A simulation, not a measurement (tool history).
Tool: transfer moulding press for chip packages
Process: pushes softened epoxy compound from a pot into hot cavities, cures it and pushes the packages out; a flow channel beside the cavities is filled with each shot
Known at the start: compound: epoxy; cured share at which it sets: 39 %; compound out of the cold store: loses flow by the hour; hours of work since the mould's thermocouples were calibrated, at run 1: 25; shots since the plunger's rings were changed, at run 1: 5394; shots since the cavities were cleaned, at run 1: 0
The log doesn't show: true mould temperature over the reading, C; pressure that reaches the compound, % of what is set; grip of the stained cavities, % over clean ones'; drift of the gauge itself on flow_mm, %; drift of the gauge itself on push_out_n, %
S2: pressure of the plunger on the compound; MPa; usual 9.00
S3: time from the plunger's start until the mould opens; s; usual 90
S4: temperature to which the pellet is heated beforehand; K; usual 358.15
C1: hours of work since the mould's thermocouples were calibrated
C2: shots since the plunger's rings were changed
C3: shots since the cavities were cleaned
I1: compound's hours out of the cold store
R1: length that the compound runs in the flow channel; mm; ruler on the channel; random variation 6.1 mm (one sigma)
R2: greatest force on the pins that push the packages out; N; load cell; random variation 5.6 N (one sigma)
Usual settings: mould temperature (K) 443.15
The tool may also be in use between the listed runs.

Run 1, hour 0.0: usual settings; C1 25; C2 5394; C3 0; I1 41.5. Result: R1 555 mm, R2 204 N.
Run 2, hour 29.8: usual settings but S3 119 s; C1 48; C2 5881; C3 487; I1 25.3. Result: R1 594 mm, R2 275 N.
At hour 33.5: cavities cleaned with cleaning compound and waxed.
Run 3, hour 63.5: usual settings but S3 119 s; C1 73; C2 6408; C3 490; I1 37.4. Result: R1 551 mm, R2 386 N.
At hour 67.4: cavities cleaned with cleaning compound and waxed.
At hour 76.8: plunger's sealing rings changed.
At hour 103.7: cavities cleaned with cleaning compound and waxed.
Run 4, hour 106.7: usual settings but S3 119 s; C1 103; C2 464; C3 47; I1 47.4. Result: R1 605 mm, R2 198 N.
At hour 136.4: cavities cleaned with cleaning compound and waxed.
Run 5, hour 145.7: usual settings but S3 119 s; C1 132; C2 1078; C3 151; I1 40.4. Result: R1 616 mm, R2 216 N.
At hour 169.9: cavities cleaned with cleaning compound and waxed.
Run 6, hour 176.1: usual settings; C1 154; C2 1552; C3 103; I1 37.2. Result: R1 612 mm, R2 233 N.
At hour 194.1: cavities cleaned with cleaning compound and waxed, once more.
Run 7, hour 215.0: usual settings; C1 184; C2 2162; C3 341; I1 25.1. Result: R1 642 mm, R2 309 N.
At hour 228.1: cavities cleaned with cleaning compound and waxed.
Run 8, hour 257.7: usual settings; C1 216; C2 2837; C3 484; I1 43.2. Result: R1 594 mm, R2 323 N.
At hour 261.9: cavities cleaned with cleaning compound and waxed.
At hour 295.4: cavities cleaned with cleaning compound and waxed.
Run 9, hour 300.3: usual settings; C1 247; C2 3485; C3 80; I1 38.4. Result: R1 588 mm, R2 220 N.
Run 10, hour 326.0: usual settings but S3 92 s; C1 267; C2 3904; C3 499; I1 32.9. Result: R1 595 mm, R2 303 N.
At hour 330.2: cavities cleaned with cleaning compound and waxed.
At hour 363.8: cavities cleaned with cleaning compound and waxed.
Run 11, hour 363.8: usual settings but S3 92 s; C1 294; C2 4474; C3 0; I1 30.5. Result: R1 587 mm, R2 196 N.
At hour 397.7: cavities cleaned with cleaning compound and waxed.
Run 12, hour 397.8: usual settings but S3 92 s; C1 319; C2 5006; C3 2; I1 47.4. Result: R1 548 mm, R2 197 N.
At hour 433.1: cavities cleaned with cleaning compound and waxed.
Run 13, hour 436.7: usual settings; C1 348; C2 5618; C3 59; I1 41.2. Result: R1 548 mm, R2 217 N.
At hour 467.5: cavities cleaned with cleaning compound and waxed.
Run 14, hour 473.0: usual settings but S2 9.66 MPa, S3 120 s; C1 376; C2 6186; C3 90; I1 8.1. Result: R1 642 mm, R2 207 N.
At hour 495.5: plunger's sealing rings changed.
At hour 503.2: cavities cleaned with cleaning compound and waxed.
Run 15, hour 516.0: usual settings but mould temperature (K) 441.15; C1 406; C2 311; C3 210; I1 12.7. Result: R1 708 mm, R2 309 N.
At hour 537.8: cavities cleaned with cleaning compound and waxed.
Run 16, hour 545.6: usual settings but mould temperature (K) 439.15, S4 351.15 K; C1 428; C2 771; C3 128; I1 15.4. Result: R1 701 mm, R2 302 N.
At hour 570.8: cavities cleaned with cleaning compound and waxed.
Run 17, hour 572.4: usual settings but mould temperature (K) 439.15, S4 351.15 K; C1 448; C2 1184; C3 27; I1 24.2. Result: R1 663 mm, R2 256 N.
At hour 606.1: cavities cleaned with cleaning compound and waxed.
Run 18, hour 612.1: usual settings but mould temperature (K) 439.15, S4 351.15 K; C1 478; C2 1810; C3 99; I1 46.4. Result: R1 608 mm, R2 273 N.
Run 19, hour 636.7: usual settings but mould temperature (K) 442.15, S3 75 s, S4 351.15 K; C1 497; C2 2211; C3 500; I1 39.9. Result: R1 608 mm, R2 444 N.
At hour 641.1: cavities cleaned with cleaning compound and waxed.
Run 20, hour 662.2: usual settings but mould temperature (K) 442.15, S3 75 s, S4 351.15 K; C1 515; C2 2605; C3 346; I1 17.1. Result: R1 669 mm, R2 433 N.
At hour 676.3: cavities cleaned with cleaning compound and waxed.
Run 21, hour 702.6: usual settings but mould temperature (K) 442.15, S3 75 s, S4 351.15 K; C1 546; C2 3240; C3 429; I1 42.4. Result: R1 590 mm, R2 442 N.
At hour 708.9: cavities cleaned with cleaning compound and waxed.
At hour 743.5: cavities cleaned with cleaning compound and waxed.
Run 22, hour 745.9: usual settings but mould temperature (K) 446.15, S2 9.06 MPa; C1 577; C2 3900; C3 40; I1 9.1. Result: R1 643 mm, R2 213 N.
At hour 776.6: cavities cleaned with cleaning compound and waxed.
Run 23, hour 789.2: usual settings but mould temperature (K) 446.15, S2 9.06 MPa; C1 610; C2 4584; C3 206; I1 24.8. Result: R1 596 mm, R2 246 N.
At hour 809.0: cavities cleaned with cleaning compound and waxed.
Run 24, hour 810.7: usual settings but mould temperature (K) 446.15, S2 9.06 MPa; C1 625; C2 4910; C3 28; I1 15.6. Result: R1 617 mm, R2 198 N.
Run 25, hour 835.0: usual settings but mould temperature (K) 436.15, S2 8.25 MPa, S3 125 s, S4 353.15 K; C1 644; C2 5307; C3 425; I1 10.8. Result: R1 626 mm, R2 313 N.

3 ways to go on from here, each from the tool as it stands after run 25. What would each give?
At hour 843.7: cavities cleaned with cleaning compound and waxed.
Run A, hour 864.4: usual settings but S2 8.25 MPa, S3 125 s, S4 351.15 K; C1 666; C2 5764; C3 338; I1 28.5. Result: R1 ?, R2 ?.
At hour 843.7: cavities cleaned with cleaning compound and waxed.
Run B, hour 864.4: usual settings but S2 6.92 MPa, S4 351.15 K; C1 666; C2 5764; C3 338; I1 23.3. Result: R1 ?, R2 ?.
At hour 843.7: cavities cleaned with cleaning compound and waxed.
Run C, hour 864.4: usual settings but mould temperature (K) 447.15, S2 8.25 MPa, S3 125 s, S4 353.15 K; C1 666; C2 5764; C3 338; I1 8.3. Result: R1 ?, R2 ?.

run   R1   R2
  A  561  274
  B  522  313
  C  590  278
Without the tool's hidden state the same runs would have given:
run   R1   R2
  A  633  180
  B  589  201
  C  666  185
